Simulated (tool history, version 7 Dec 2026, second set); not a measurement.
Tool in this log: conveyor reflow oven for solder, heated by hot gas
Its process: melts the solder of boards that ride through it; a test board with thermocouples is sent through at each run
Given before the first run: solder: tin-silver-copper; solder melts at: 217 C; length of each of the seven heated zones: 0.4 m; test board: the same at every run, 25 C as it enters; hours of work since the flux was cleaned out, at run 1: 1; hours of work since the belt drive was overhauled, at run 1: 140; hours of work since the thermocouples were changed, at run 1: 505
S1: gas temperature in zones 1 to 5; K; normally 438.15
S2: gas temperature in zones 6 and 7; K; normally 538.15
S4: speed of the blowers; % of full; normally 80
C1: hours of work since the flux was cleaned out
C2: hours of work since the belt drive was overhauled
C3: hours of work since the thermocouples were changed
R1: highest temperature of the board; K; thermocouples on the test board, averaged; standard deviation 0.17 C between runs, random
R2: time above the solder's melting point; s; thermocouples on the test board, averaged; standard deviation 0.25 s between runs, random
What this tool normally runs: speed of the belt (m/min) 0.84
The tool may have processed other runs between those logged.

{"run": 1, "hour": 0.0, "S1": 438.15, "S2": 538.15, "speed of the belt (m/min)": 0.84, "S4": 80, "C1": 1, "C2": 140, "C3": 505, "R1": 525.25, "R2": 41.9}
{"run": 2, "hour": 7.9, "S1": 438.15, "S2": 538.15, "speed of the belt (m/min)": 0.84, "S4": 80, "C1": 6, "C2": 145, "C3": 510, "R1": 524.95, "R2": 41.4}
{"run": 3, "hour": 19.4, "S1": 438.15, "S2": 538.15, "speed of the belt (m/min)": 0.84, "S4": 80, "C1": 13, "C2": 152, "C3": 517, "R1": 525.05, "R2": 41.7}
{"run": 4, "hour": 30.2, "S1": 438.15, "S2": 538.15, "speed of the belt (m/min)": 0.84, "S4": 80, "C1": 20, "C2": 159, "C3": 524, "R1": 525.15, "R2": 42.1}
{"run": 5, "hour": 44.2, "S1": 438.15, "S2": 544.15, "speed of the belt (m/min)": 0.84, "S4": 80, "C1": 29, "C2": 168, "C3": 533, "R1": 530.55, "R2": 44.3}
{"run": 6, "hour": 52.9, "S1": 438.15, "S2": 544.15, "speed of the belt (m/min)": 0.84, "S4": 80, "C1": 35, "C2": 174, "C3": 538, "R1": 530.05, "R2": 44.2}
{"run": 7, "hour": 61.0, "S1": 438.15, "S2": 544.15, "speed of the belt (m/min)": 0.84, "S4": 80, "C1": 40, "C2": 179, "C3": 544, "R1": 530.65, "R2": 44.2}
{"run": 8, "hour": 68.2, "S1": 438.15, "S2": 544.15, "speed of the belt (m/min)": 0.84, "S4": 80, "C1": 44, "C2": 183, "C3": 548, "R1": 530.35, "R2": 43.7}
{"run": 9, "hour": 75.8, "S1": 438.15, "S2": 544.15, "speed of the belt (m/min)": 0.84, "S4": 80, "C1": 49, "C2": 188, "C3": 553, "R1": 530.45, "R2": 43.8}
{"run": 10, "hour": 89.2, "S1": 438.15, "S2": 536.15, "speed of the belt (m/min)": 0.84, "S4": 80, "C1": 58, "C2": 197, "C3": 562, "R1": 522.75, "R2": 40.5}
{"run": 11, "hour": 99.3, "S1": 441.15, "S2": 547.15, "speed of the belt (m/min)": 0.883, "S4": 65, "C1": 64, "C2": 203, "C3": 568, "R1": 528.85, "R2": 41.1}
{"run": 12, "hour": 115.4, "S1": 445.15, "S2": 540.15, "speed of the belt (m/min)": 0.883, "S4": 55, "C1": 74, "C2": 213, "C3": 578, "R1": 521.35, "R2": 38}
{"run": 13, "hour": 125.2, "S1": 431.15, "S2": 540.15, "speed of the belt (m/min)": 0.952, "S4": 78, "C1": 81, "C2": 220, "C3": 584, "R1": 521.55, "R2": 32.4}
{"run": 14, "hour": 138.7, "S1": 452.15, "S2": 540.15, "speed of the belt (m/min)": 0.854, "S4": 78, "C1": 89, "C2": 228, "C3": 593, "R1": 527.65, "R2": 45.3}
{"hour": 155.0, "done": "thermocouples of zones 6 and 7 changed"}
{"run": 15, "hour": 157.1, "S1": 439.15, "S2": 551.15, "speed of the belt (m/min)": 0.765, "S4": 83, "C1": 100, "C2": 239, "C3": 1, "R1": 540.35, "R2": 54}
{"run": 16, "hour": 169.8, "S1": 424.15, "S2": 551.15, "speed of the belt (m/min)": 0.765, "S4": 83, "C1": 108, "C2": 247, "C3": 9, "R1": 538.85, "R2": 50.1}
{"run": 17, "hour": 183.3, "S1": 424.15, "S2": 531.15, "speed of the belt (m/min)": 0.765, "S4": 83, "C1": 116, "C2": 255, "C3": 18, "R1": 520.25, "R2": 40.4}
{"run": 18, "hour": 191.8, "S1": 424.15, "S2": 549.15, "speed of the belt (m/min)": 0.97, "S4": 83, "C1": 122, "C2": 261, "C3": 23, "R1": 529.15, "R2": 34.5}
{"run": 19, "hour": 199.2, "S1": 424.15, "S2": 549.15, "speed of the belt (m/min)": 0.97, "S4": 83, "C1": 126, "C2": 265, "C3": 28, "R1": 529.25, "R2": 33.8}

How the hidden state differs across the entries between the runs, from the last listed run before each to the first after it:
Run 14 -> run 15: thermocouples of zones 6 and 7 changed (hour 155)
  heat that the gas passes to the board, % of a clean oven's: 97.3 -> 97.1; belt's true speed, % of the reading: 99.52 -> 99.49; true gas temperature in zones 6 and 7 over the reading, C: -0.88 -> 0.05
  what was measured, less what the result would be without the hidden state, R1: -1.2 -> -0.4 K; R2: -0.4 -> +0.1 s

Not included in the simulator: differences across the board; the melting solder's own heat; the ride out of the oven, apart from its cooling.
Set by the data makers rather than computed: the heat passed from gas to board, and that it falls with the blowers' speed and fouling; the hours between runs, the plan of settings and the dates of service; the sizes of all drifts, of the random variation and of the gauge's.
